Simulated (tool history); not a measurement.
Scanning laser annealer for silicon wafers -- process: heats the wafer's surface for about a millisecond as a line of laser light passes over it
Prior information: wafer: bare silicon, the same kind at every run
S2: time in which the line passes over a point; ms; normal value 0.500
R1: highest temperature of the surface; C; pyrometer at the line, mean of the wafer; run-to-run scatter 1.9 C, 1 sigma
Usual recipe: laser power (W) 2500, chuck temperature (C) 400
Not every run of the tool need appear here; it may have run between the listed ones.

Run 1, day 0.000: usual settings. Result: R1 1219 C.
Run 2, day 0.596: usual settings. Result: R1 1215 C.
Run 3, day 1.075: usual settings. Result: R1 1213 C.
Run 4, day 1.675: usual settings but chuck temperature (C) 411. Result: R1 1227 C.
Run 5, day 2.171: usual settings but chuck temperature (C) 411. Result: R1 1224 C.
Run 6, day 2.654: usual settings but chuck temperature (C) 411. Result: R1 1225 C.
Run 7, day 3.271: usual settings but chuck temperature (C) 416. Result: R1 1226 C.
Run 8, day 3.875: usual settings but chuck temperature (C) 416. Result: R1 1229 C.
Run 9, day 4.471: usual settings. Result: R1 1210 C.
Run 10, day 4.912: usual settings. Result: R1 1209 C.
Run 11, day 5.333: usual settings. Result: R1 1206 C.
Run 12, day 5.983: usual settings. Result: R1 1211 C.
Run 13, day 6.521: usual settings but S2 0.390 ms. Result: R1 1122 C.
Run 14, day 7.462: usual settings. Result: R1 1199 C.
Run 15, day 7.942: usual settings. Result: R1 1198 C.
Run 16, day 8.771: usual settings. Result: R1 1199 C.
Run 17, day 9.229: usual settings but chuck temperature (C) 412. Result: R1 1211 C.
Run 18, day 9.746: usual settings. Result: R1 1202 C.
Run 19, day 10.250: usual settings but laser power (W) 2251. Result: R1 1110 C.
Run 20, day 10.954: usual settings but chuck temperature (C) 381. Result: R1 1176 C.
Run 21, day 11.808: usual settings but chuck temperature (C) 381. Result: R1 1178 C.
Run 22, day 12.733: usual settings but laser power (W) 2624, chuck temperature (C) 378. Result: R1 1218 C.
Run 23, day 13.383: usual settings but laser power (W) 2181, S2 0.481 ms, chuck temperature (C) 410. Result: R1 1072 C.
At day 13.667: optics aligned, line set to its width.
Run 24, day 14.171: usual settings but laser power (W) 2532, S2 0.490 ms, chuck temperature (C) 397. Result: R1 1191 C.
Run 25, day 14.983: usual settings but laser power (W) 2702, S2 0.471 ms. Result: R1 1240 C.
Run 26, day 15.854: usual settings but laser power (W) 2481, S2 0.605 ms, chuck temperature (C) 432. Result: R1 1279 C.
At day 16.246: optics aligned, line set to its width, once more.
Run 27, day 16.871: usual settings but laser power (W) 2481, S2 0.605 ms, chuck temperature (C) 432. Result: R1 1282 C.
Run 28, day 17.371: usual settings but laser power (W) 2481, S2 0.589 ms, chuck temperature (C) 383. Result: R1 1226 C.
Run 29, day 17.867: usual settings but laser power (W) 2323, S2 0.437 ms, chuck temperature (C) 421. Result: R1 1106 C.
Run 30, day 18.450: usual settings but laser power (W) 2323, S2 0.558 ms, chuck temperature (C) 379. Result: R1 1138 C.
Run 31, day 19.358: usual settings but laser power (W) 2196, S2 0.578 ms, chuck temperature (C) 385. Result: R1 1107 C.
Run 32, day 20.346: usual settings but laser power (W) 2735, chuck temperature (C) 388. Result: R1 1260 C.
Run 33, day 21.233: usual settings but laser power (W) 2310, S2 0.527 ms, chuck temperature (C) 371. Result: R1 1104 C.
Run 34, day 21.921: usual settings but laser power (W) 2310, S2 0.605 ms, chuck temperature (C) 368. Result: R1 1144 C.
Run 35, day 22.392: usual settings but laser power (W) 2310, S2 0.605 ms, chuck temperature (C) 368. Result: R1 1139 C.
Run 36, day 22.933: usual settings but laser power (W) 2382, S2 0.381 ms, chuck temperature (C) 433. Result: R1 1088 C.
Run 37, day 23.779: usual settings but laser power (W) 2184, chuck temperature (C) 372. Result: R1 1038 C.
Run 38, day 24.254: usual settings but laser power (W) 2184, chuck temperature (C) 372. Result: R1 1037 C.
Run 39, day 24.783: usual settings but laser power (W) 2184, chuck temperature (C) 372. Result: R1 1034 C.
Run 40, day 25.675: usual settings but S2 0.363 ms, chuck temperature (C) 399. Result: R1 1073 C.

Below, some changes in R1 between adjacent runs. For each, the amount present without the hidden state too (settings, incoming material, random variation) and the amount remaining for the hidden state with gauge scatter not shared by both compared results:
The hidden state here: light that passes the window, % of a clean one's; laser's true power over the reading, %; width of the line over the set one, %; drift of the gauge itself on peak_c, C.
Run 22 -> 23: laser power (W) 2624 -> 2181, S2 0.500 -> 0.481, chuck temperature (C) 378 -> 410. R1 -146 C: hidden state +7, all else -153.
Run 23 -> 24: laser power (W) 2181 -> 2532, S2 0.481 -> 0.490, chuck temperature (C) 410 -> 397, optics aligned, line set to its width. R1 +119 C: hidden state -8, all else +127.
Run 31 -> 32: laser power (W) 2196 -> 2735, S2 0.578 -> 0.500, chuck temperature (C) 385 -> 388. R1 +153 C: hidden state -9, all else +162.
Run 32 -> 33: laser power (W) 2735 -> 2310, S2 0.500 -> 0.527, chuck temperature (C) 388 -> 371. R1 -156 C: hidden state +6, all else -162.
